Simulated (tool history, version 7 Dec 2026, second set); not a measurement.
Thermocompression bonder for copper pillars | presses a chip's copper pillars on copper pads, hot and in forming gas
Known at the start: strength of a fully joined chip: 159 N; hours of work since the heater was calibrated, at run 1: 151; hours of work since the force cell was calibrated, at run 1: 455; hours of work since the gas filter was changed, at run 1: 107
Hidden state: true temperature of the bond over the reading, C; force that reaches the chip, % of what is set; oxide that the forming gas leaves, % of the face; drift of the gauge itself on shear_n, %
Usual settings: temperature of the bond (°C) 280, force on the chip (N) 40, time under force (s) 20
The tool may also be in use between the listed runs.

run,hour,temperature of the bond (°C),force on the chip (N),time under force (s),hours of work since the heater was calibrated,hours of work since the force cell was calibrated,hours of work since the gas filter was changed,force that shears a chip off (N)
1,0,280,40,20,151,455,107,104
2,18,280,40,20,162,466,119,101.9
# hour 27.4: forming gas filter changed
3,40.6,280,40,20,175,479,8,113.7
4,60.9,280,40,47,188,492,21,133.6
5,80.1,280,24,47,199,503,32,102.4
6,92.3,280,40,31,207,511,40,121.8
7,115,280,40,31,221,525,54,124
8,131.8,280,40,31,231,535,64,121.9
9,146.7,280,40,31,240,544,73,118
10,159.5,280,40,20,248,552,81,110.7
11,182.2,280,40,20,262,566,95,107.2
12,192.1,260,41,14,268,572,101,81.5
# hour 195.6: heater calibrated with a thermocouple chip
13,212.1,260,41,45,10,583,112,112.9
14,223.8,302,47,22,17,590,119,129.4
# hour 231.9: forming gas filter changed
15,234.5,302,40,56,23,596,2,154.2
# hour 244.4: heater calibrated with a thermocouple chip, once more
16,258.7,280,40,21,9,610,15,112.9
17,270.7,280,40,21,16,617,23,112.4
18,281.2,292,28,21,23,624,29,97.4
19,302.8,292,28,21,36,637,42,96.4
20,313.4,265,36,17,42,643,49,85.3
21,329.5,288,40,15,52,653,59,106.1
22,339.1,265,27,49,58,659,64,92.8

Hidden state or all else? Some run-to-run changes of force that shears a chip off (N), split into what the settings, what came in and random variation would give without the hidden state, and what is left for the hidden state (with any gauge scatter that isn't in both results):
Run 2 -> 3: forming gas filter changed. force that shears a chip off (N) +11.8: hidden state +11.7, all else +0.1.
Run 12 -> 13: time under force (s) 14 -> 45, heater calibrated with a thermocouple chip. force that shears a chip off (N) +31.4: hidden state -2.9, all else +34.3.
Run 14 -> 15: force on the chip (N) 47 -> 40, time under force (s) 22 -> 56, forming gas filter changed. force that shears a chip off (N) +24.8: hidden state +13.6, all else +11.2.
Run 15 -> 16: temperature of the bond (°C) 302 -> 280, time under force (s) 56 -> 21, heater calibrated with a thermocouple chip, once more. force that shears a chip off (N) -41.3: hidden state -3, all else -38.3.
